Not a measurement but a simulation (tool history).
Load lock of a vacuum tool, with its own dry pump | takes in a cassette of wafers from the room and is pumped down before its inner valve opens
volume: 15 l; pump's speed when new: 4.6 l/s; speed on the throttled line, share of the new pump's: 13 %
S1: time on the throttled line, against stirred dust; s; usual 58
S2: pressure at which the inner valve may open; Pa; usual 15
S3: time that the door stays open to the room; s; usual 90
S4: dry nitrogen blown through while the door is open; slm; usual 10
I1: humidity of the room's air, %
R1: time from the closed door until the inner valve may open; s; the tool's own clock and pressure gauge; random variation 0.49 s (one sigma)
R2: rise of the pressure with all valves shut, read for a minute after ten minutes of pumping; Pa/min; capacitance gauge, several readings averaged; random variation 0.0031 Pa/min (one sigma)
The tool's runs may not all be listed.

| run | day | S1 | S2 | S3 | S4 | I1 | R1 | R2 |
|---|---|---|---|---|---|---|---|---|
| 1 | 0 | 58 | 15 | 90 | 10 | 48.1 | 80.8 | 0.411 |
| 2 | 7.571 | 58 | 15 | 90 | 10 | 44.7 | 81.6 | 0.418 |
| 3 | 14.292 | 58 | 15 | 90 | 4 | 47.4 | 81.2 | 0.442 |
| 4 | 18.088 | 58 | 15 | 90 | 5 | 41 | 81.7 | 0.45 |
| 5 | 25.554 | 58 | 15 | 90 | 5 | 44.7 | 81.5 | 0.462 |
| 6 | 29.317 | 58 | 15 | 90 | 5 | 43.9 | 81.5 | 0.464 |
| 7 | 35.712 | 58 | 13 | 90 | 31 | 47.1 | 83.2 | 0.463 |
| 8 | 39.433 | 103 | 13 | 90 | 31 | 45.6 | 121.3 | 0.461 |
| 9 | 45.35 | 57 | 28 | 90 | 31 | 45.1 | 78.2 | 0.479 |
|  | 47.854 | door's seal changed, seat wiped |
| 10 | 49.35 | 96 | 16 | 75 | 5 | 44.4 | 113.6 | 0.055 |
| 11 | 56.475 | 62 | 15 | 90 | 10 | 43.6 | 85.8 | 0.052 |

4 ways to go on from here, each from the tool as it stands after run 11. What would each give?
| A | 62.988 | 43 | 15 | 90 | 25 | 42.8 | ? | ? |
| B | 62.988 | 104 | 15 | 90 | 10 | 47.5 | ? | ? |
| C | 62.988 | 81 | 15 | 90 | 10 | 43.7 | ? | ? |
| D | 62.988 | 72 | 12 | 90 | 10 | 45.3 | ? | ? |

| run | R1 | R2 |
|---|---|---|
| A | 68.9 | 0.04 |
| B | 121.9 | 0.069 |
| C | 100.7 | 0.066 |
| D | 94.3 | 0.064 |
Without the tool's hidden state the same runs would have given:
| run | R1 | R2 |
|---|---|---|
| A | 66.5 | 0.03 |
| B | 120.3 | 0.058 |
| C | 98.8 | 0.055 |
| D | 92.2 | 0.053 |
